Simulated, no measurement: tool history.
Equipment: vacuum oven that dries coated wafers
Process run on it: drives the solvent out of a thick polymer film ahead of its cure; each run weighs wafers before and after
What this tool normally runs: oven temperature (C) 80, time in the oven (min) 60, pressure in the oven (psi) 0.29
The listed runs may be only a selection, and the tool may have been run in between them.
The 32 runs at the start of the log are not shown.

Run 33, hour 401.7: usual settings but oven temperature (C) 85, pressure in the oven (psi) 0.586. Result: solvent left in the film (%) 4.62.
Run 34, hour 412.4: usual settings but oven temperature (C) 85, pressure in the oven (psi) 0.586. Result: solvent left in the film (%) 4.64.
Run 35, hour 431.2: usual settings but oven temperature (C) 85, time in the oven (min) 38, pressure in the oven (psi) 0.155. Result: solvent left in the film (%) 3.68.
Run 36, hour 441.7: usual settings but oven temperature (C) 77, time in the oven (min) 59, pressure in the oven (psi) 0.187. Result: solvent left in the film (%) 4.66.
Run 37, hour 450.9: usual settings but oven temperature (C) 77, time in the oven (min) 47, pressure in the oven (psi) 0.87. Result: solvent left in the film (%) 10.2.
Run 38, hour 469.5: usual settings but oven temperature (C) 72, pressure in the oven (psi) 0.189. Result: solvent left in the film (%) 6.59.
Run 39, hour 483.3: usual settings but oven temperature (C) 72, pressure in the oven (psi) 0.189. Result: solvent left in the film (%) 6.55.
Run 40, hour 501.1: usual settings but oven temperature (C) 82, time in the oven (min) 97, pressure in the oven (psi) 0.938. Result: solvent left in the film (%) 7.
Run 41, hour 514.8: usual settings but oven temperature (C) 90, time in the oven (min) 38, pressure in the oven (psi) 0.271. Result: solvent left in the film (%) 2.82.
Run 42, hour 529.9: usual settings but oven temperature (C) 83, time in the oven (min) 38, pressure in the oven (psi) 0.271. Result: solvent left in the film (%) 4.99.

Run 43, settings as shown, results not yet in. Your forecast:
Run 43, hour 545.8: usual settings but oven temperature (C) 75, time in the oven (min) 89. Result: solvent left in the film (%) ?.

{"run 43": {"solvent left in the film (%)": 4.47}}
Minus the tool's unlogged condition, the same run would have read solvent left in the film (%) 4.47.

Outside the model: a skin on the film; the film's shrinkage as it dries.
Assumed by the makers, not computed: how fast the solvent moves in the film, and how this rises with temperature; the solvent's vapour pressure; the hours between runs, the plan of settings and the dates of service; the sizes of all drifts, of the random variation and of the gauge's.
